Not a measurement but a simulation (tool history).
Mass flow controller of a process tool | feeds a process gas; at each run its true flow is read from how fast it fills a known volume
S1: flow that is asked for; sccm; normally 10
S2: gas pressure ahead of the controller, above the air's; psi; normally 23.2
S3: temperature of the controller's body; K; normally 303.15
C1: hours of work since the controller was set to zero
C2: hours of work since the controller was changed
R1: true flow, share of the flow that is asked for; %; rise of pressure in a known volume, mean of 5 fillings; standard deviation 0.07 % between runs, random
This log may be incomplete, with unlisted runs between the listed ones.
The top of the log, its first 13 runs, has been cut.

Run 14, hour 1908.2: usual settings; C1 2845; C2 2845. Result: R1 98.98 %.
Run 15, hour 2050.2: usual settings; C1 2947; C2 2947. Result: R1 98.97 %.
Run 16, hour 2217: usual settings; C1 3067; C2 3067. Result: R1 98.97 %.
Run 17, hour 2373.9: usual settings; C1 3180; C2 3180. Result: R1 98.88 %.
Run 18, hour 2568.1: usual settings; C1 3319; C2 3319. Result: R1 99 %.
Run 19, hour 2757.1: usual settings but S2 22.3 psi; C1 3455; C2 3455. Result: R1 98.95 %.
Run 20, hour 2910.4: usual settings but S2 22.3 psi; C1 3565; C2 3565. Result: R1 99.03 %.
Run 21, hour 3029: usual settings but S2 40.3 psi; C1 3650; C2 3650. Result: R1 99.26 %.
At hour 3039: controller's zero set anew.
Run 22, hour 3216.8: usual settings but S1 4 sccm, S2 28.9 psi; C1 128; C2 3785. Result: R1 96.81 %.
At hour 3335: controller's zero set anew, once more.
Run 23, hour 3355.4: usual settings but S1 4 sccm, S2 28.9 psi, S3 297.15 K; C1 15; C2 3884. Result: R1 100.26 %.
Run 24, hour 3467.6: usual settings but S1 2 sccm, S2 20.9 psi, S3 297.15 K; C1 95; C2 3965. Result: R1 99.74 %.
Run 25, hour 3642.2: usual settings but S1 2 sccm, S2 20.9 psi, S3 297.15 K; C1 221; C2 4090. Result: R1 99.58 %.
Run 26, hour 3786.9: usual settings but S1 8 sccm, S2 20.9 psi, S3 308.15 K; C1 325; C2 4194. Result: R1 98.98 %.
Run 27, hour 3949.5: usual settings but S1 5 sccm, S2 35.5 psi, S3 304.15 K; C1 442; C2 4311. Result: R1 99.32 %.
Run 28, hour 4069.1: usual settings but S1 3 sccm, S2 35.5 psi, S3 297.15 K; C1 527; C2 4397. Result: R1 100.08 %.
Run 29, hour 4256.1: usual settings but S1 15 sccm, S2 32.1 psi; C1 662; C2 4531. Result: R1 100.06 %.
Run 30, hour 4416.5: usual settings but S1 9 sccm, S2 26.5 psi, S3 309.15 K; C1 777; C2 4646. Result: R1 99.06 %.
Run 31, hour 4525.1: usual settings but S1 6 sccm, S2 22.2 psi, S3 296.15 K; C1 855; C2 4724. Result: R1 100.21 %.
Run 32, hour 4679.7: usual settings but S1 15 sccm, S2 25.8 psi; C1 966; C2 4835. Result: R1 100.11 %.
Run 33, hour 4854.3: usual settings but S1 8 sccm, S2 25.8 psi, S3 306.15 K; C1 1092; C2 4961. Result: R1 99.25 %.
Run 34, hour 5046: usual settings but S2 38.6 psi; C1 1229; C2 5099. Result: R1 100.1 %.
Run 35, hour 5142.5: usual settings but S1 2 sccm; C1 1299; C2 5168. Result: R1 98.38 %.
Run 36, hour 5334.7: usual settings but S1 2 sccm; C1 1437; C2 5306. Result: R1 98.09 %.

4 options for the next run, each taken on its own from the tool as it stands now. Forecast them:
Run A, hour 5495.1: usual settings but S1 3 sccm, S3 294.15 K; C1 1552; C2 5421. Result: R1 ?.
Run B, hour 5495.1: usual settings but S1 9 sccm; C1 1552; C2 5421. Result: R1 ?.
Run C, hour 5495.1: usual settings but S1 14 sccm, S3 295.15 K; C1 1552; C2 5421. Result: R1 ?.
Run D, hour 5495.1: usual settings but S1 3 sccm, S2 26.1 psi; C1 1552; C2 5421. Result: R1 ?.

run      R1
  A   99.63
  B   99.79
  C  100.99
  D   98.73
What these runs would have given with no unlogged condition in the tool:
run     R1
  A  99.39
  B  98.81
  C  99.88
  D  98.48
